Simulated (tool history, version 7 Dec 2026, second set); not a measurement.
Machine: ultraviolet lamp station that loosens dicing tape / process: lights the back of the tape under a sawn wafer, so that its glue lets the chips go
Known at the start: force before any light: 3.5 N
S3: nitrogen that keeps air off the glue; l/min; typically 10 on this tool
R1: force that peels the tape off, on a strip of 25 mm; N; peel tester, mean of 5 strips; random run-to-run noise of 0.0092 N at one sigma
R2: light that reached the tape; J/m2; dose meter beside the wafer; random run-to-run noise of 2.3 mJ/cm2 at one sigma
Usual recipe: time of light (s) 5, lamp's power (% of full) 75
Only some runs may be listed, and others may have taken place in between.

run 1 hour=0 | time_of_light_(s)=5 lamp's_power_(%_of_full)=75 S3=10 | R1=0.392 R2=2150
run 2 hour=60 | time_of_light_(s)=5 lamp's_power_(%_of_full)=86 S3=10 | R1=0.317 R2=2440
run 3 hour=132.1 | time_of_light_(s)=5 lamp's_power_(%_of_full)=86 S3=10 | R1=0.299 R2=2420
run 4 hour=170.1 | time_of_light_(s)=5 lamp's_power_(%_of_full)=86 S3=10 | R1=0.293 R2=2450
run 5 hour=253.5 | time_of_light_(s)=5 lamp's_power_(%_of_full)=86 S3=10 | R1=0.292 R2=2450
run 6 hour=299.3 | time_of_light_(s)=5 lamp's_power_(%_of_full)=89 S3=10 | R1=0.291 R2=2460
run 7 hour=350.5 | time_of_light_(s)=5 lamp's_power_(%_of_full)=89 S3=10 | R1=0.295 R2=2510
run 8 hour=422.1 | time_of_light_(s)=5 lamp's_power_(%_of_full)=89 S3=15 | R1=0.242 R2=2500
run 9 hour=480.4 | time_of_light_(s)=7 lamp's_power_(%_of_full)=75 S3=10 | R1=0.226 R2=2980
run 10 hour=530.8 | time_of_light_(s)=7 lamp's_power_(%_of_full)=75 S3=10 | R1=0.216 R2=2930
run 11 hour=605.4 | time_of_light_(s)=7 lamp's_power_(%_of_full)=75 S3=10 | R1=0.225 R2=3000
run 12 hour=645.4 | time_of_light_(s)=5 lamp's_power_(%_of_full)=98 S3=10 | R1=0.264 R2=2800
run 13 hour=720.7 | time_of_light_(s)=6 lamp's_power_(%_of_full)=75 S3=10 | R1=0.289 R2=2560
run 14 hour=799.5 | time_of_light_(s)=6 lamp's_power_(%_of_full)=74 S3=10 | R1=0.274 R2=2480
run 15 hour=872.6 | time_of_light_(s)=6 lamp's_power_(%_of_full)=74 S3=10 | R1=0.302 R2=2540
run 16 hour=935 | time_of_light_(s)=6 lamp's_power_(%_of_full)=74 S3=10 | R1=0.299 R2=2530
-- hour=959.3 window cleaned of glue's vapour
run 17 hour=996.6 | time_of_light_(s)=5 lamp's_power_(%_of_full)=75 S3=10 | R1=0.382 R2=2130
run 18 hour=1043.4 | time_of_light_(s)=5 lamp's_power_(%_of_full)=75 S3=8 | R1=0.44 R2=2140
run 19 hour=1116.4 | time_of_light_(s)=5 lamp's_power_(%_of_full)=75 S3=8 | R1=0.427 R2=2100
run 20 hour=1161 | time_of_light_(s)=5 lamp's_power_(%_of_full)=75 S3=8 | R1=0.43 R2=2130
run 21 hour=1233.8 | time_of_light_(s)=5 lamp's_power_(%_of_full)=92 S3=10 | R1=0.278 R2=2620
run 22 hour=1314 | time_of_light_(s)=5 lamp's_power_(%_of_full)=92 S3=10 | R1=0.27 R2=2630
run 23 hour=1397.3 | time_of_light_(s)=3 lamp's_power_(%_of_full)=90 S3=12 | R1=0.603 R2=1550
run 24 hour=1482.1 | time_of_light_(s)=3 lamp's_power_(%_of_full)=90 S3=12 | R1=0.607 R2=1550
run 25 hour=1552.5 | time_of_light_(s)=5 lamp's_power_(%_of_full)=100 S3=10 | R1=0.236 R2=2880
run 26 hour=1631.8 | time_of_light_(s)=5 lamp's_power_(%_of_full)=63 S3=4 | R1=0.84 R2=1790
run 27 hour=1675 | time_of_light_(s)=4 lamp's_power_(%_of_full)=63 S3=4 | R1=1.095 R2=1400
run 28 hour=1746.7 | time_of_light_(s)=3 lamp's_power_(%_of_full)=71 S3=6 | R1=1.087 R2=1250
run 29 hour=1794.8 | time_of_light_(s)=2 lamp's_power_(%_of_full)=71 S3=3 | R1=1.847 R2=800
run 30 hour=1877.6 | time_of_light_(s)=2 lamp's_power_(%_of_full)=71 S3=3 | R1=1.956 R2=820
run 31 hour=1935.7 | time_of_light_(s)=2 lamp's_power_(%_of_full)=71 S3=3 | R1=1.933 R2=770
run 32 hour=2004.9 | time_of_light_(s)=2 lamp's_power_(%_of_full)=62 S3=3 | R1=2.058 R2=710
run 33 hour=2041.9 | time_of_light_(s)=2 lamp's_power_(%_of_full)=62 S3=3 | R1=1.985 R2=700
-- hour=2088.2 window cleaned of glue's vapour
run 34 hour=2111.8 | time_of_light_(s)=5 lamp's_power_(%_of_full)=69 S3=5 | R1=0.656 R2=1920
run 35 hour=2153.2 | time_of_light_(s)=5 lamp's_power_(%_of_full)=100 S3=11 | R1=0.228 R2=2860
-- hour=2169 lamp changed
run 36 hour=2230.1 | time_of_light_(s)=5 lamp's_power_(%_of_full)=75 S3=7 | R1=0.446 R2=2170
run 37 hour=2300.8 | time_of_light_(s)=5 lamp's_power_(%_of_full)=75 S3=7 | R1=0.466 R2=2130
run 38 hour=2349.3 | time_of_light_(s)=2 lamp's_power_(%_of_full)=75 S3=6 | R1=1.525 R2=810
run 39 hour=2420.1 | time_of_light_(s)=7 lamp's_power_(%_of_full)=75 S3=15 | R1=0.186 R2=2940
run 40 hour=2454.5 | time_of_light_(s)=7 lamp's_power_(%_of_full)=75 S3=6 | R1=0.281 R2=2930
run 41 hour=2524.7 | time_of_light_(s)=5 lamp's_power_(%_of_full)=82 S3=10 | R1=0.325 R2=2350
run 42 hour=2581.6 | time_of_light_(s)=2 lamp's_power_(%_of_full)=76 S3=10 | R1=1.336 R2=860
run 43 hour=2642.8 | time_of_light_(s)=2 lamp's_power_(%_of_full)=81 S3=4 | R1=1.586 R2=940
run 44 hour=2695.4 | time_of_light_(s)=2 lamp's_power_(%_of_full)=81 S3=4 | R1=1.648 R2=940

3 ways to go on from here, each from the tool as it stands after run 44. What would each give?
run A hour=2731 | time_of_light_(s)=2 lamp's_power_(%_of_full)=66 S3=4 | R1=? R2=?
run B hour=2731 | time_of_light_(s)=5 lamp's_power_(%_of_full)=81 S3=9 | R1=? R2=?
run C hour=2731 | time_of_light_(s)=4 lamp's_power_(%_of_full)=78 S3=5 | R1=? R2=?

run=A R1=1.884 R2=730
run=B R1=0.358 R2=2290
run=C R1=0.731 R2=1770
Had the tool no hidden state, the same runs would have come out as:
run=A R1=1.883 R2=730
run=B R1=0.357 R2=2290
run=C R1=0.73 R2=1770
